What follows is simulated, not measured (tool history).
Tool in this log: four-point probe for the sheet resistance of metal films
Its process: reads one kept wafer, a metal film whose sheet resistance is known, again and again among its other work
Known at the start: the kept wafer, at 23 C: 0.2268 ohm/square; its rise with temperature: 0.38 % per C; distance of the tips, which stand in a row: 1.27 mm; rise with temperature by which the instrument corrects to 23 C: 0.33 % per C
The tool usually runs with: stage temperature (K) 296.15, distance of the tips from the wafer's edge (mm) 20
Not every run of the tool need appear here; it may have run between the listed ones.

run,hour,stage temperature (K),distance of the tips from the wafer's edge (mm),sheet resistance as the instrument gives it (ohm/square)
1,0.0,296.15,20,0.230135
2,87.2,296.15,20,0.230347
3,136.2,296.15,20,0.230317
4,213.3,305.15,20,0.231594
5,278.2,301.15,20,0.231142
6,324.3,291.15,20,0.229821
# hour 330.7: stage's thermometer calibrated
7,422.9,308.15,13,0.232672
8,479.0,296.15,6,0.235494
# hour 511.0: stage's thermometer calibrated, once more
9,573.2,296.15,6,0.236077
10,649.6,296.15,6,0.236165

Predict each of these 5 candidate next runs independently; none follows another, all start after run 10:
# hour 664.7: new probe head fitted
A,718.7,301.15,12,?
# hour 664.7: new probe head fitted
B,718.7,301.15,8,?
# hour 664.7: new probe head fitted
C,718.7,302.15,6,?
# hour 664.7: new probe head fitted
D,718.7,292.15,70,?
# hour 664.7: new probe head fitted
E,718.7,301.15,20,?

run,sheet resistance as the instrument gives it (ohm/square)
A,0.227728
B,0.229365
C,0.231751
D,0.225175
E,0.226807
Without the tool's unlogged condition, the same runs would have read:
run,sheet resistance as the instrument gives it (ohm/square)
A,0.228811
B,0.230455
C,0.232851
D,0.226248
E,0.227885

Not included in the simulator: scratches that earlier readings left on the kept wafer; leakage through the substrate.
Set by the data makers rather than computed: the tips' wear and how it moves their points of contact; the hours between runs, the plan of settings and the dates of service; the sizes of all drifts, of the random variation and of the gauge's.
